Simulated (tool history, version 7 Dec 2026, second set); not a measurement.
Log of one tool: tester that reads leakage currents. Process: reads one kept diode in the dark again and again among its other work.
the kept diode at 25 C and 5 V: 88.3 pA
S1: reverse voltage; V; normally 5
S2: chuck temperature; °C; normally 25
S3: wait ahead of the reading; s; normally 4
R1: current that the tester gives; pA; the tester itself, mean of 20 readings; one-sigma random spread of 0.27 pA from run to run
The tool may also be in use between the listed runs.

run   hour    S1  S2    S3      R1
  1      0     5  25     4   97.79
  2   32.1     5  25     4   97.64
  3   50.3     5  25     4   97.99
  4     77     5  25  7.11   97.68
  5  103.1     5  25  7.11   97.81
  6  116.2     5  25  7.11   98.29
  7  136.9     5  25     4   97.69
  8  161.2     5  25     4   98.27
  9  175.8     5  25     4   98.37
 10  201.4     5  25     4   98.17
 11  217.1     5  25  0.52  101.63
 12  240.9     5  25  0.52  101.78
 13  268.7     5  25     4   99.08
 14  300.4     5  25     4   99.02
 15  332.3     5  25     4    99.4
 16  348.8     5  25     4   98.99
 17  374.9     5  25     4   99.45
 18  395.9     5  25     4    99.4
 19    423  2.43  25     4   70.82
 20  454.1     5  25     4   99.83
 21  474.1   2.4  25  1.33   70.86
 22  506.1  6.98  46  6.07  549.68
 23  533.5  2.21  25     4    67.7
 24  550.1  1.44  49     4  322.96
 25  578.2  5.71  49  0.84  617.57
 26  602.1  5.71  49  0.84  618.53
 27  631.2  5.71  49  0.84  618.68
 28  657.2   2.1  23  0.84   57.58
 29  689.3  1.09  25   0.7   49.61
 30  720.2  9.61  25  3.66  138.45
 31    736  2.13  49  3.66   386.8
 32  754.1  2.97  21     4   57.71
 33  774.1  6.14  21  4.62   81.58
 34  788.1  1.21  21  4.62   37.54
 35  812.1  4.75  21  4.93      64
 36  842.2  4.75  21  4.93   64.65
 37    859  8.99  44  4.93  488.61
 38  880.4  8.99  44  4.93  491.03
 39  912.9  8.99  44  4.93  489.42

The log once held 1 entry between its listed runs, left out of this copy. Where does each go, and what is different about the tool's unlogged condition between the listed run before it and the listed run after it?
From run 34 to run 35: chuck's temperature calibrated (hour 797.6)
  stray current of the dirty probe card, pA a volt: 0.436 -> 0.445; current scale over the true one, %: -0.87 -> -0.88; true chuck temperature over the reading, C: 1.48 -> -0.01
  the result without the hidden state subtracted from the measured one, R1: +4.44 -> +1.42 pA
